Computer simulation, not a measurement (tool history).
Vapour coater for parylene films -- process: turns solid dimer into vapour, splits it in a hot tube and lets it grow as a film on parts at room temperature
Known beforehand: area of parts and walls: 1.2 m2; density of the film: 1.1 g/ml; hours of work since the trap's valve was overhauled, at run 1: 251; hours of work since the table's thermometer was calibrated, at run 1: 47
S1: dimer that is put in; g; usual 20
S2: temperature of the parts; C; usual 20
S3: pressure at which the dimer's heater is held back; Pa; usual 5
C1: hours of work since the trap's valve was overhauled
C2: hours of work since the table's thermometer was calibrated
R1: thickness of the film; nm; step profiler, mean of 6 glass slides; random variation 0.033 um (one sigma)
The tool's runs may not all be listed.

run,hour,S1,S2,S3,C1,C2,R1
1,0,20,20,5,251,47,8820
2,46.1,20,20,5,278,74,8810
3,95.7,20,20,5,307,103,8850
# hour 101.4: table's thermometer calibrated
# hour 133.3: trap's valve overhauled
4,149.2,20,20,5,9,25,9160
5,191.9,20,20,9.22,34,50,8590
6,233.4,20,20,9.22,58,75,8550
7,288.2,20,20,9.22,90,106,8560
8,345.2,20,27,9.22,123,140,6160
9,391,10,13,9.22,150,166,5880
10,438.8,9,26,5.85,178,194,2990
# hour 471.7: table's thermometer calibrated, once more
11,486.4,9,26,5.85,205,9,2990

What differs in the tool's unlogged condition from the final listed run ahead of each entry between runs to the first listed run following it?
Runs 3 to 4: table's thermometer calibrated (hour 101.4); trap's valve overhauled (hour 133.3)
  vapour lost through the trap's worn valve, %: 4.3 -> 0.3; true temperature of the parts over the reading, C: 0.05 -> 0.08
  measured value less the no-hidden-state value, R1: -420 -> -60 nm
Runs 10 to 11: table's thermometer calibrated, once more (hour 471.7)
  vapour lost through the trap's worn valve, %: 2.5 -> 2.9; true temperature of the parts over the reading, C: 0.17 -> 0.09
  measured value less the no-hidden-state value, R1: -100 -> -100 nm

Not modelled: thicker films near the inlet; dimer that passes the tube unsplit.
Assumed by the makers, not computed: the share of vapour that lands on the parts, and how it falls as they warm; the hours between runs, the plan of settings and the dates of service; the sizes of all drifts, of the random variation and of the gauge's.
